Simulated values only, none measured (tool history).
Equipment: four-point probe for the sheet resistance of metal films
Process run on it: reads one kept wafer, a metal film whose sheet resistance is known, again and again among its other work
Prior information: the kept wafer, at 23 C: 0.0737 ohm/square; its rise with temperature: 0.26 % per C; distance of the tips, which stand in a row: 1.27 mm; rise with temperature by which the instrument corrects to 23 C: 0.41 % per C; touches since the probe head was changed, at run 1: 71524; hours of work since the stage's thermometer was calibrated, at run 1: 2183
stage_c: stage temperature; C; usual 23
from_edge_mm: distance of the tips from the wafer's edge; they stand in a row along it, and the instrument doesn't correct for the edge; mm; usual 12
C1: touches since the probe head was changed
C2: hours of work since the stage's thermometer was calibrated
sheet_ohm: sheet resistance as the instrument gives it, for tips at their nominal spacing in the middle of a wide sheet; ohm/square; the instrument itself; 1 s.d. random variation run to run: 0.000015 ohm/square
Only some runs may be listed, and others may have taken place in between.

{"run": 1, "hour": 0.0, "stage_c": 23, "from_edge_mm": 12, "C1": 71524, "C2": 2183, "sheet_ohm": 0.073723}
{"run": 2, "hour": 76.4, "stage_c": 23, "from_edge_mm": 12, "C1": 74947, "C2": 2230, "sheet_ohm": 0.073683}
{"run": 3, "hour": 143.5, "stage_c": 23, "from_edge_mm": 12, "C1": 77948, "C2": 2272, "sheet_ohm": 0.073649}
{"run": 4, "hour": 261.6, "stage_c": 23, "from_edge_mm": 12, "C1": 83236, "C2": 2345, "sheet_ohm": 0.073605}
{"run": 5, "hour": 319.1, "stage_c": 23, "from_edge_mm": 12, "C1": 85810, "C2": 2381, "sheet_ohm": 0.073566}
{"run": 6, "hour": 394.4, "stage_c": 23, "from_edge_mm": 12, "C1": 89179, "C2": 2427, "sheet_ohm": 0.07356}
{"run": 7, "hour": 457.4, "stage_c": 23, "from_edge_mm": 12, "C1": 92003, "C2": 2466, "sheet_ohm": 0.073513}
{"hour": 498.1, "done": "new probe head fitted"}
{"run": 8, "hour": 565.4, "stage_c": 23, "from_edge_mm": 12, "C1": 3013, "C2": 2533, "sheet_ohm": 0.073911}
{"run": 9, "hour": 656.8, "stage_c": 23, "from_edge_mm": 12, "C1": 7102, "C2": 2589, "sheet_ohm": 0.073846}
{"run": 10, "hour": 748.1, "stage_c": 23, "from_edge_mm": 12, "C1": 11192, "C2": 2646, "sheet_ohm": 0.07383}
{"run": 11, "hour": 857.2, "stage_c": 23, "from_edge_mm": 12, "C1": 16075, "C2": 2713, "sheet_ohm": 0.073756}
{"run": 12, "hour": 955.6, "stage_c": 23, "from_edge_mm": 12, "C1": 20483, "C2": 2774, "sheet_ohm": 0.073703}
{"run": 13, "hour": 1031.4, "stage_c": 22, "from_edge_mm": 18, "C1": 23876, "C2": 2821, "sheet_ohm": 0.073537}
{"hour": 1043.3, "done": "stage's thermometer calibrated"}
{"run": 14, "hour": 1097.6, "stage_c": 28, "from_edge_mm": 27, "C1": 26814, "C2": 34, "sheet_ohm": 0.072964}
{"run": 15, "hour": 1197.2, "stage_c": 28, "from_edge_mm": 27, "C1": 31274, "C2": 95, "sheet_ohm": 0.072901}
{"run": 16, "hour": 1256.9, "stage_c": 32, "from_edge_mm": 12, "C1": 33949, "C2": 132, "sheet_ohm": 0.072781}
{"run": 17, "hour": 1337.8, "stage_c": 24, "from_edge_mm": 69, "C1": 37569, "C2": 182, "sheet_ohm": 0.073186}
{"run": 18, "hour": 1447.6, "stage_c": 18, "from_edge_mm": 4, "C1": 42486, "C2": 251, "sheet_ohm": 0.077534}
{"run": 19, "hour": 1508.8, "stage_c": 18, "from_edge_mm": 6, "C1": 45226, "C2": 288, "sheet_ohm": 0.075484}

Forecast each of these 3 alternatives for the next run:
{"run": "A", "hour": 1587.0, "stage_c": 32, "from_edge_mm": 12, "C1": 48726, "C2": 337, "sheet_ohm": "?"}
{"run": "B", "hour": 1587.0, "stage_c": 19, "from_edge_mm": 15, "C1": 48726, "C2": 337, "sheet_ohm": "?"}
{"run": "C", "hour": 1587.0, "stage_c": 22, "from_edge_mm": 8, "C1": 48726, "C2": 337, "sheet_ohm": "?"}

run=A sheet_ohm=0.072633
run=B sheet_ohm=0.073872
run=C sheet_ohm=0.074227
What these runs would have given with no unlogged condition in the tool:
run=A sheet_ohm=0.073192
run=B sheet_ohm=0.074442
run=C sheet_ohm=0.074799

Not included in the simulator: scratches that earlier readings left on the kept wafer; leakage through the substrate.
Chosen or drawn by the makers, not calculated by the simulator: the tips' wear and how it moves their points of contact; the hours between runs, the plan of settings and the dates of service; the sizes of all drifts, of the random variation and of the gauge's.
